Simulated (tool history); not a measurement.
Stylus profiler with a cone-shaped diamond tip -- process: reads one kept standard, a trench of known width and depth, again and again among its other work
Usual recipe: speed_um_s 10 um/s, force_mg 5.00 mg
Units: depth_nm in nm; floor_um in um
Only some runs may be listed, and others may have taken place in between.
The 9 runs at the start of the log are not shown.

run,hour,speed_um_s,force_mg,depth_nm,floor_um
# hour 785.4: new tip fitted, height scale calibrated
10,819.2,11,3.46,511.01,45.63
11,935.4,11,3.46,510.76,45.57
12,1032.0,11,3.46,510.73,45.45
13,1135.4,10,9.66,521.65,45.44
14,1200.4,10,5.00,513.89,45.38
15,1253.4,10,5.00,514.09,45.36
16,1306.0,10,5.00,514.23,45.31
17,1404.0,10,5.00,514.58,45.22
18,1467.0,10,5.00,514.49,45.13
19,1555.7,4,5.00,514.36,45.12
20,1604.8,34,5.00,514.84,44.98
21,1697.4,10,1.80,508.21,45.00
22,1789.4,10,5.00,514.91,44.99
23,1887.4,10,4.90,514.88,44.93
24,1996.7,10,2.59,510.36,44.80
25,2070.9,23,3.13,511.74,44.72
26,2119.5,23,3.13,511.86,44.69
# hour 2127.8: height scale calibrated on a step standard
27,2181.6,7,1.74,509.26,44.76
28,2275.2,17,11.13,525.84,44.65

What does the tool deliver on the next run?
29,2372.8,16,4.13,?,?

Run 29 produced depth_nm 515.15 nm, floor_um 44.60 um.
Without the tool's hidden state the same run would have given depth_nm 512.07 nm, floor_um 45.62 um.

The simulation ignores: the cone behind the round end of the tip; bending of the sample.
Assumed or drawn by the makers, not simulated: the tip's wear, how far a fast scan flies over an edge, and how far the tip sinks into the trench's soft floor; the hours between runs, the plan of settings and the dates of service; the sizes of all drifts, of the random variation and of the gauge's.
